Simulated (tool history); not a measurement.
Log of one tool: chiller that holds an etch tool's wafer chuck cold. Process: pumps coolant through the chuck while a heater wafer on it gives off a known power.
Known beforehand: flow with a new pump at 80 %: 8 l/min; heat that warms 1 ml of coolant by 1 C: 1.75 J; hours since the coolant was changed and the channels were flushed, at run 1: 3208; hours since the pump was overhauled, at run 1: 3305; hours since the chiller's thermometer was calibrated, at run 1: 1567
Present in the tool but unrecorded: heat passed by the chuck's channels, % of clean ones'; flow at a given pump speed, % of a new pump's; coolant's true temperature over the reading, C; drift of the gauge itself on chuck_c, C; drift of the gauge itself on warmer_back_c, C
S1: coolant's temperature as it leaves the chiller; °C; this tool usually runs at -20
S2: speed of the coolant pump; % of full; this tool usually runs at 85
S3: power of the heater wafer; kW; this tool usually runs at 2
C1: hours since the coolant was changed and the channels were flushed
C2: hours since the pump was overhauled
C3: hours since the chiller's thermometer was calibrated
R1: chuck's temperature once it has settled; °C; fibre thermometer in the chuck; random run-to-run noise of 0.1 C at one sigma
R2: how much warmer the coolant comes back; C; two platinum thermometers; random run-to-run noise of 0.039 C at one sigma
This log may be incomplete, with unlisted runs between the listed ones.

{"run": 1, "hour": 0.0, "S1": -20, "S2": 85, "S3": 2, "C1": 3208, "C2": 3305, "C3": 1567, "R1": 6.7, "R2": 9.06}
{"run": 2, "hour": 39.4, "S1": -20, "S2": 85, "S3": 2, "C1": 3248, "C2": 3344, "C3": 1606, "R1": 6.9, "R2": 9.1}
{"run": 3, "hour": 90.7, "S1": -20, "S2": 85, "S3": 2, "C1": 3299, "C2": 3396, "C3": 1657, "R1": 7, "R2": 9.18}
{"run": 4, "hour": 146.2, "S1": -20, "S2": 85, "S3": 2, "C1": 3354, "C2": 3451, "C3": 1713, "R1": 7.1, "R2": 9.12}
{"run": 5, "hour": 195.3, "S1": -20, "S2": 85, "S3": 2, "C1": 3404, "C2": 3500, "C3": 1762, "R1": 7.2, "R2": 9.21}
{"run": 6, "hour": 241.6, "S1": -20, "S2": 85, "S3": 2, "C1": 3450, "C2": 3546, "C3": 1808, "R1": 7.2, "R2": 9.18}
{"run": 7, "hour": 293.8, "S1": -23, "S2": 85, "S3": 2, "C1": 3502, "C2": 3599, "C3": 1860, "R1": 4.4, "R2": 9.16}
{"run": 8, "hour": 336.2, "S1": -23, "S2": 85, "S3": 2, "C1": 3545, "C2": 3641, "C3": 1903, "R1": 4.4, "R2": 9.21}
{"run": 9, "hour": 374.5, "S1": -20, "S2": 85, "S3": 2, "C1": 3583, "C2": 3679, "C3": 1941, "R1": 7.6, "R2": 9.17}
{"run": 10, "hour": 443.1, "S1": -20, "S2": 66, "S3": 2, "C1": 3651, "C2": 3748, "C3": 2010, "R1": 13.9, "R2": 12.03}
{"run": 11, "hour": 509.9, "S1": -13, "S2": 85, "S3": 2, "C1": 3718, "C2": 3815, "C3": 2076, "R1": 14.7, "R2": 9.31}
{"run": 12, "hour": 546.8, "S1": -13, "S2": 85, "S3": 2, "C1": 3755, "C2": 3852, "C3": 2113, "R1": 14.8, "R2": 9.35}
{"hour": 584.7, "done": "coolant pump overhauled"}
{"run": 13, "hour": 589.3, "S1": -20, "S2": 85, "S3": 2, "C1": 3793, "C2": 5, "C3": 2151, "R1": 5.1, "R2": 8.01}
{"run": 14, "hour": 647.2, "S1": -12, "S2": 85, "S3": 2, "C1": 3851, "C2": 62, "C3": 2209, "R1": 13, "R2": 8.18}
{"run": 15, "hour": 678.2, "S1": -20, "S2": 85, "S3": 2, "C1": 3882, "C2": 93, "C3": 2240, "R1": 5.4, "R2": 8.15}
{"run": 16, "hour": 715.2, "S1": -20, "S2": 85, "S3": 2, "C1": 3919, "C2": 130, "C3": 2277, "R1": 5.5, "R2": 8.17}
{"hour": 771.8, "done": "coolant changed, channels flushed"}
{"run": 17, "hour": 788.7, "S1": -17, "S2": 85, "S3": 2.414, "C1": 17, "C2": 198, "C3": 2344, "R1": 8.6, "R2": 9.88}
{"run": 18, "hour": 854.1, "S1": -17, "S2": 100, "S3": 1.235, "C1": 82, "C2": 263, "C3": 2410, "R1": -5.6, "R2": 4.23}
{"run": 19, "hour": 895.3, "S1": -20, "S2": 100, "S3": 2.581, "C1": 123, "C2": 305, "C3": 2451, "R1": 4.3, "R2": 8.96}
{"run": 20, "hour": 955.5, "S1": -26, "S2": 75, "S3": 2.016, "C1": 184, "C2": 365, "C3": 2511, "R1": -2, "R2": 9.44}
{"run": 21, "hour": 1017.3, "S1": -19, "S2": 97, "S3": 1.584, "C1": 245, "C2": 427, "C3": 2573, "R1": -4, "R2": 5.67}
{"run": 22, "hour": 1066.9, "S1": -19, "S2": 64, "S3": 2.53, "C1": 295, "C2": 476, "C3": 2623, "R1": 15.4, "R2": 13.96}
{"run": 23, "hour": 1098.7, "S1": -19, "S2": 64, "S3": 2.53, "C1": 327, "C2": 508, "C3": 2654, "R1": 15.5, "R2": 13.98}
{"run": 24, "hour": 1128.0, "S1": -19, "S2": 61, "S3": 1.212, "C1": 356, "C2": 537, "C3": 2684, "R1": -2.1, "R2": 7.05}
{"run": 25, "hour": 1199.8, "S1": -19, "S2": 61, "S3": 1.212, "C1": 428, "C2": 609, "C3": 2755, "R1": -2.2, "R2": 7.14}
{"run": 26, "hour": 1270.3, "S1": -25, "S2": 70, "S3": 1.387, "C1": 498, "C2": 680, "C3": 2826, "R1": -7.5, "R2": 6.98}
{"run": 27, "hour": 1303.2, "S1": -13, "S2": 85, "S3": 1.041, "C1": 531, "C2": 712, "C3": 2859, "R1": -2.1, "R2": 4.3}
{"run": 28, "hour": 1366.4, "S1": -16, "S2": 98, "S3": 2.409, "C1": 595, "C2": 776, "C3": 2922, "R1": 7.7, "R2": 8.63}
{"run": 29, "hour": 1416.4, "S1": -23, "S2": 69, "S3": 2.903, "C1": 645, "C2": 826, "C3": 2972, "R1": 15.3, "R2": 14.97}
{"run": 30, "hour": 1487.3, "S1": -20, "S2": 63, "S3": 2, "C1": 715, "C2": 897, "C3": 3043, "R1": 8.1, "R2": 11.38}
{"run": 31, "hour": 1522.9, "S1": -10, "S2": 94, "S3": 2, "C1": 751, "C2": 932, "C3": 3079, "R1": 10.5, "R2": 7.56}

For each run, the measured value with the value that run would have given without the tool's hidden condition subtracted. The run-to-run variation is shared by both, the gauge scatter possibly not:
run=1 R1=+5.4 R2=+1.05
run=2 R1=+5.5 R2=+1.07
run=3 R1=+5.6 R2=+1.09
run=4 R1=+5.7 R2=+1.1
run=5 R1=+5.8 R2=+1.12
run=6 R1=+5.8 R2=+1.14
run=7 R1=+6 R2=+1.16
run=8 R1=+6.1 R2=+1.17
run=9 R1=+6.1 R2=+1.19
run=10 R1=+7.6 R2=+1.59
run=11 R1=+6.4 R2=+1.26
run=12 R1=+6.4 R2=+1.27
run=13 R1=+3.6 R2=+0.06
run=14 R1=+3.7 R2=+0.07
run=15 R1=+3.8 R2=+0.08
run=16 R1=+3.9 R2=+0.09
run=17 R1=-0.2 R2=+0.14
run=18 R1=-0.4 R2=+0.07
run=19 R1=-0.1 R2=+0.16
run=20 R1=+0 R2=+0.19
run=21 R1=-0.2 R2=+0.12
run=22 R1=+0.5 R2=+0.34
run=23 R1=+0.6 R2=+0.35
run=24 R1=+0 R2=+0.18
run=25 R1=+0 R2=+0.2
run=26 R1=+0.1 R2=+0.22
run=27 R1=-0.2 R2=+0.14
run=28 R1=+0.6 R2=+0.3
run=29 R1=+1.5 R2=+0.55
run=30 R1=+1 R2=+0.45
run=31 R1=+0.5 R2=+0.31
